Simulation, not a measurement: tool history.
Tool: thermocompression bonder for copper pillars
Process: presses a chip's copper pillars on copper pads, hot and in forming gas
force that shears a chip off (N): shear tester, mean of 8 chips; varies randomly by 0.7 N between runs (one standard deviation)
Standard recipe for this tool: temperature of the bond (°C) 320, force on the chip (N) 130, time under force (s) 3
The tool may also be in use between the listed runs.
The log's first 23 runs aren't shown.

run,day,temperature of the bond (°C),force on the chip (N),time under force (s),hours of work since the heater was calibrated,hours of work since the force cell was calibrated,hours of work since the gas filter was changed,force that shears a chip off (N)
24,51.800,320,89,3,63,125,119,35.1
25,53.171,320,89,6,87,150,143,43.9
26,56.212,320,89,6,141,204,197,45.1
27,58.421,320,89,6,180,243,236,45.2
28,60.292,320,89,6,213,276,269,43.0
29,61.921,320,130,2,242,305,298,38.7
30,64.646,320,147,9,290,353,346,66.2
31,67.108,320,147,9,334,396,390,65.5
32,69.033,320,147,9,368,430,424,66.7
33,71.796,313,86,9,417,479,473,43.2
# day 73.017: forming gas filter changed
34,74.162,311,89,3,458,521,20,28.9
35,75.900,311,89,3,489,552,51,28.2
36,77.292,311,89,3,514,576,76,27.8
37,79.338,311,89,3,550,613,112,27.6
38,81.396,311,89,3,587,649,148,26.7
39,84.196,311,89,3,636,699,198,27.3

Predict each of these 3 candidate next runs independently; none follows another, all start after run 39:
A,87.246,327,130,4,690,753,252,?
B,87.246,312,127,9,690,753,252,?
C,87.246,294,113,4,690,753,252,?

run,force that shears a chip off (N)
A,49.2
B,52.6
C,27.6
Without the tool's hidden state the same runs would have given:
run,force that shears a chip off (N)
A,58.1
B,62.0
C,34.9

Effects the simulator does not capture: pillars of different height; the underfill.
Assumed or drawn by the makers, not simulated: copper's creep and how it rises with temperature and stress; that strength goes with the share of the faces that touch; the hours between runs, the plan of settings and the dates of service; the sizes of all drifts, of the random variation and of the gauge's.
